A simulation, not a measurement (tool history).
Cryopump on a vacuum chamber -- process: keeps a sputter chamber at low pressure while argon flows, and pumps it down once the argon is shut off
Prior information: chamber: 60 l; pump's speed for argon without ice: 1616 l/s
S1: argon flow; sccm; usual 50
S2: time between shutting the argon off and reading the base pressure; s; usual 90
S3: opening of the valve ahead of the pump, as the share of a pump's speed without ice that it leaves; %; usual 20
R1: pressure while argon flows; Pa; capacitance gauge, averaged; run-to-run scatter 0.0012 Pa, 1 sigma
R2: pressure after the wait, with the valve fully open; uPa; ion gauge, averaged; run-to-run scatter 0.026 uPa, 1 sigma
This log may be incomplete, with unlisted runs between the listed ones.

run   hour  S1   S2  S3      R1    R2
  1    0.0  50   90  20  0.2723  1.55
  2   19.2  50   90  20  0.2752  1.51
  3   46.6  50   90  20  0.2756  1.56
  4   71.0  50   90  20  0.2765  1.58
  5   84.4  40   90  20  0.2208  1.59
  6  103.4  24   90  20  0.1345  1.59
  7  116.0  24   90  20  0.1334  1.68
  8  142.7  50   90  20  0.2807  1.70
  9  158.9  50   90  52  0.1183  1.65
 10  186.6  50   90  52  0.1202  1.68
 11  200.0  50   90  52  0.1210  1.72
 12  215.3  50  152  23  0.2501  1.38
 13  244.6  74   60  47  0.1988  2.17
 14  260.9  30   31  51  0.0753  3.45
 15  281.6  30   31  51  0.0760  3.39
 16  297.4  30   31  51  0.0770  3.50
 17  319.4  71   47  51  0.1834  2.59
 18  343.5  50  266  21  0.2762  1.29
 19  359.3  24  188  20  0.1389  1.42
 20  381.3  24  188  20  0.1386  1.48
     401.5  -- pump warmed up, emptied and cooled again
 21  403.6  24  188  20  0.1251  1.10
 22  426.7  50   90  21  0.2488  1.58

3 ways to go on from here, each from the tool as it stands after run 22. What would each give?
  A  457.3  24  90  21   ?   ?
  B  457.3  50  37  17   ?   ?
  C  457.3  42  82  20   ?   ?

run      R1    R2
  A  0.1199  1.56
  B  0.3096  2.82
  C  0.2211  1.70
The same runs, with their run-to-run variation unchanged, on a tool lacking any hidden condition would have given:
run      R1    R2
  A  0.1188  1.06
  B  0.3074  2.32
  C  0.2192  1.18
